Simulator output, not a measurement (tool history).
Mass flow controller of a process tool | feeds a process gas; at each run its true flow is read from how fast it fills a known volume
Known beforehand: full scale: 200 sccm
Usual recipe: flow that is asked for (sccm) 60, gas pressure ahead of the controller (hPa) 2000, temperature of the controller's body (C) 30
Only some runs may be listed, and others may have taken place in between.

run,hour,flow that is asked for (sccm),gas pressure ahead of the controller (hPa),temperature of the controller's body (C),true flow (%)
1,0.0,60,2000,30,96.52
2,83.6,60,2000,30,96.43
3,156.5,60,2000,30,96.39
4,257.9,60,2000,30,96.45
5,328.3,60,2000,30,96.27
6,432.6,60,2000,30,96.28
7,536.1,60,2000,30,96.25
8,629.6,60,2000,27,95.86
9,741.2,60,2530,30,95.68
10,865.6,60,1520,30,96.22
11,947.9,60,2000,27,95.73
12,1048.1,60,2000,29,95.77
13,1169.3,60,2000,29,95.58
14,1256.9,60,2000,29,95.63
15,1361.9,60,2000,29,95.57
16,1473.8,60,2000,29,95.36
17,1566.8,60,2000,29,95.43
18,1656.2,60,2000,29,95.27
19,1709.1,60,2000,29,95.11
20,1802.7,60,2000,29,95.18
21,1873.4,43,2200,28,93.96
22,1966.7,43,2200,28,93.80
23,2047.4,43,1900,33,94.02
24,2112.8,43,2680,39,93.94
25,2221.9,43,2680,39,93.84
26,2343.9,76,2000,23,95.22

Run 27 is up next; what results do you expect?
27,2460.0,35,2270,30,?

true flow (%): 92.55
With the hidden condition absent and the run-to-run variation left alone, this run would have shown true flow (%) 97.82.
